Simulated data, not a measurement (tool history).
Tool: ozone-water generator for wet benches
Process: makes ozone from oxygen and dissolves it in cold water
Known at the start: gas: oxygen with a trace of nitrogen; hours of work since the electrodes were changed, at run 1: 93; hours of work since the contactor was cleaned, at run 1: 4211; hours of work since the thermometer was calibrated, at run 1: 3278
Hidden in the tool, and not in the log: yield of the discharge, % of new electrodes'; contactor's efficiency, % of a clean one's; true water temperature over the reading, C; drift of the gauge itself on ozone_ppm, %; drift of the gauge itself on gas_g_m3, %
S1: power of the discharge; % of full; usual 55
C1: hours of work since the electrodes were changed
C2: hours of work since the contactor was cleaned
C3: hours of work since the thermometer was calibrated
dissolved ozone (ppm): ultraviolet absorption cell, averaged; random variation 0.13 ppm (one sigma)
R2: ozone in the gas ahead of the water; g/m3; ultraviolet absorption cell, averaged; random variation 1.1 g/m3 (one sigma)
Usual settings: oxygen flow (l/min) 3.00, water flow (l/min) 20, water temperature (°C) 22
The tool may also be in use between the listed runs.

{"run": 1, "day": 0.0, "S1": 55, "oxygen flow (l/min)": 3.0, "water flow (l/min)": 20, "water temperature (°C)": 22, "C1": 93, "C2": 4211, "C3": 3278, "dissolved ozone (ppm)": 12.4, "R2": 189.7}
{"run": 2, "day": 1.354, "S1": 55, "oxygen flow (l/min)": 3.0, "water flow (l/min)": 20, "water temperature (°C)": 22, "C1": 122, "C2": 4241, "C3": 3307, "dissolved ozone (ppm)": 12.2, "R2": 187.0}
{"run": 3, "day": 2.808, "S1": 55, "oxygen flow (l/min)": 3.0, "water flow (l/min)": 20, "water temperature (°C)": 22, "C1": 154, "C2": 4273, "C3": 3339, "dissolved ozone (ppm)": 12.4, "R2": 186.9}
{"run": 4, "day": 3.592, "S1": 55, "oxygen flow (l/min)": 3.0, "water flow (l/min)": 20, "water temperature (°C)": 22, "C1": 171, "C2": 4290, "C3": 3356, "dissolved ozone (ppm)": 12.3, "R2": 186.7}
{"run": 5, "day": 4.871, "S1": 55, "oxygen flow (l/min)": 3.0, "water flow (l/min)": 20, "water temperature (°C)": 22, "C1": 199, "C2": 4318, "C3": 3384, "dissolved ozone (ppm)": 12.3, "R2": 187.3}
{"run": 6, "day": 5.908, "S1": 55, "oxygen flow (l/min)": 3.0, "water flow (l/min)": 20, "water temperature (°C)": 22, "C1": 222, "C2": 4341, "C3": 3407, "dissolved ozone (ppm)": 12.3, "R2": 188.3}
{"run": 7, "day": 7.1, "S1": 55, "oxygen flow (l/min)": 3.0, "water flow (l/min)": 20, "water temperature (°C)": 22, "C1": 248, "C2": 4367, "C3": 3433, "dissolved ozone (ppm)": 12.3, "R2": 186.3}
{"run": 8, "day": 8.525, "S1": 55, "oxygen flow (l/min)": 3.0, "water flow (l/min)": 20, "water temperature (°C)": 22, "C1": 279, "C2": 4398, "C3": 3464, "dissolved ozone (ppm)": 12.1, "R2": 188.0}
{"run": 9, "day": 9.25, "S1": 55, "oxygen flow (l/min)": 1.63, "water flow (l/min)": 18, "water temperature (°C)": 17, "C1": 295, "C2": 4414, "C3": 3480, "dissolved ozone (ppm)": 13.2, "R2": 272.8}
{"run": 10, "day": 10.075, "S1": 55, "oxygen flow (l/min)": 5.35, "water flow (l/min)": 20, "water temperature (°C)": 25, "C1": 313, "C2": 4432, "C3": 3498, "dissolved ozone (ppm)": 11.6, "R2": 132.5}
{"run": 11, "day": 11.479, "S1": 55, "oxygen flow (l/min)": 2.37, "water flow (l/min)": 20, "water temperature (°C)": 19, "C1": 344, "C2": 4463, "C3": 3529, "dissolved ozone (ppm)": 12.5, "R2": 216.6}
{"run": 12, "day": 12.842, "S1": 55, "oxygen flow (l/min)": 2.37, "water flow (l/min)": 22, "water temperature (°C)": 19, "C1": 374, "C2": 4492, "C3": 3559, "dissolved ozone (ppm)": 11.1, "R2": 214.8}
{"run": 13, "day": 13.517, "S1": 61, "oxygen flow (l/min)": 3.89, "water flow (l/min)": 24, "water temperature (°C)": 16, "C1": 388, "C2": 4507, "C3": 3574, "dissolved ozone (ppm)": 12.6, "R2": 174.3}
{"run": 14, "day": 14.646, "S1": 61, "oxygen flow (l/min)": 3.89, "water flow (l/min)": 24, "water temperature (°C)": 16, "C1": 413, "C2": 4532, "C3": 3598, "dissolved ozone (ppm)": 12.1, "R2": 174.1}
{"run": 15, "day": 16.038, "S1": 61, "oxygen flow (l/min)": 3.89, "water flow (l/min)": 24, "water temperature (°C)": 16, "C1": 443, "C2": 4562, "C3": 3629, "dissolved ozone (ppm)": 12.3, "R2": 172.8}

5 ways to go on from here, each from the tool as it stands after run 15. What would each give?
{"run": "A", "day": 17.429, "S1": 68, "oxygen flow (l/min)": 3.89, "water flow (l/min)": 23, "water temperature (°C)": 26, "C1": 474, "C2": 4593, "C3": 3659, "dissolved ozone (ppm)": "?", "R2": "?"}
{"run": "B", "day": 17.429, "S1": 88, "oxygen flow (l/min)": 3.89, "water flow (l/min)": 20, "water temperature (°C)": 15, "C1": 474, "C2": 4593, "C3": 3659, "dissolved ozone (ppm)": "?", "R2": "?"}
{"run": "C", "day": 17.429, "S1": 100, "oxygen flow (l/min)": 3.0, "water flow (l/min)": 20, "water temperature (°C)": 25, "C1": 474, "C2": 4593, "C3": 3659, "dissolved ozone (ppm)": "?", "R2": "?"}
{"run": "D", "day": 17.429, "S1": 92, "oxygen flow (l/min)": 3.89, "water flow (l/min)": 24, "water temperature (°C)": 16, "C1": 474, "C2": 4593, "C3": 3659, "dissolved ozone (ppm)": "?", "R2": "?"}
{"run": "E", "day": 17.429, "S1": 61, "oxygen flow (l/min)": 2.83, "water flow (l/min)": 24, "water temperature (°C)": 21, "C1": 474, "C2": 4593, "C3": 3659, "dissolved ozone (ppm)": "?", "R2": "?"}

run=A dissolved_ozone_(ppm)=12.6 R2=191.1
run=B dissolved_ozone_(ppm)=19.9 R2=239.6
run=C dissolved_ozone_(ppm)=19.7 R2=312.9
run=D dissolved_ozone_(ppm)=17.4 R2=246.7
run=E dissolved_ozone_(ppm)=11.3 R2=210.8
Without the tool's hidden state the same runs would have given:
run=A dissolved_ozone_(ppm)=13.3 R2=193.5
run=B dissolved_ozone_(ppm)=21.2 R2=243.3
run=C dissolved_ozone_(ppm)=20.9 R2=318.1
run=D dissolved_ozone_(ppm)=18.5 R2=250.6
run=E dissolved_ozone_(ppm)=12.0 R2=213.2
